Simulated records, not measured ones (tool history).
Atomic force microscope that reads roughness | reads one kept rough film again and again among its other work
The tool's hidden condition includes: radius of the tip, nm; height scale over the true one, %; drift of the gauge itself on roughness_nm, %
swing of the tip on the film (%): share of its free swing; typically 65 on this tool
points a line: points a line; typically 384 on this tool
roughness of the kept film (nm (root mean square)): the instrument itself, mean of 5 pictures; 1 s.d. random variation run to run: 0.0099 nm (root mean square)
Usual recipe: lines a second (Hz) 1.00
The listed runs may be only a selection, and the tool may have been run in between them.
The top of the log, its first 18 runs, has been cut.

| run | hour | lines a second (Hz) | swing of the tip on the film (%) | points a line | pictures with this tip | hours of work since the height scale was calibrated | roughness of the kept film (nm (root mean square)) |
|---|---|---|---|---|---|---|---|
|  | 593.1 | new tip fitted |
| 19 | 608.9 | 3.03 | 59 | 619 | 34 | 1683 | 2.173 |
|  | 628.4 | new tip fitted |
| 20 | 633.7 | 0.76 | 59 | 619 | 12 | 1702 | 2.310 |
|  | 665.4 | new tip fitted |
| 21 | 675.9 | 2.53 | 59 | 619 | 23 | 1733 | 2.195 |
|  | 700.1 | new tip fitted |
| 22 | 711.6 | 0.59 | 55 | 741 | 25 | 1759 | 2.308 |
|  | 737.7 | new tip fitted |
| 23 | 747.7 | 1.77 | 75 | 384 | 21 | 1785 | 2.058 |
|  | 773.7 | new tip fitted |
| 24 | 792.2 | 1.89 | 90 | 384 | 40 | 1818 | 1.780 |
|  | 810.0 | new tip fitted |
| 25 | 837.7 | 1.58 | 65 | 428 | 59 | 1852 | 2.212 |
|  | 842.7 | height scale calibrated on a step standard |
|  | 847.0 | new tip fitted |
| 26 | 875.1 | 3.62 | 65 | 708 | 61 | 24 | 2.024 |
|  | 881.7 | new tip fitted |
| 27 | 906.8 | 3.18 | 82 | 682 | 54 | 47 | 1.715 |
|  | 918.9 | new tip fitted |
| 28 | 945.1 | 3.78 | 65 | 981 | 57 | 75 | 2.013 |
|  | 955.1 | new tip fitted |
| 29 | 965.2 | 1.10 | 69 | 431 | 22 | 90 | 2.229 |
|  | 991.1 | new tip fitted |
| 30 | 998.5 | 1.10 | 69 | 431 | 16 | 114 | 2.216 |
|  | 1027.1 | new tip fitted |
| 31 | 1032.3 | 3.67 | 61 | 644 | 11 | 139 | 2.091 |

3 options for the next run, each taken on its own from the tool as it stands now. Forecast them:
|  | 1063.1 | new tip fitted |
| A | 1078.2 | 1.00 | 78 | 384 | 32 | 173 | ? |
|  | 1063.1 | new tip fitted |
| B | 1078.2 | 0.77 | 79 | 752 | 32 | 173 | ? |
|  | 1063.1 | new tip fitted |
| C | 1078.2 | 0.98 | 61 | 304 | 32 | 173 | ? |

| run | roughness of the kept film (nm (root mean square)) |
|---|---|
| A | 2.152 |
| B | 2.208 |
| C | 2.291 |
Take away the tool's hidden state, keep each run's random variation, and the runs would have read:
| run | roughness of the kept film (nm (root mean square)) |
|---|---|
| A | 2.156 |
| B | 2.212 |
| C | 2.295 |
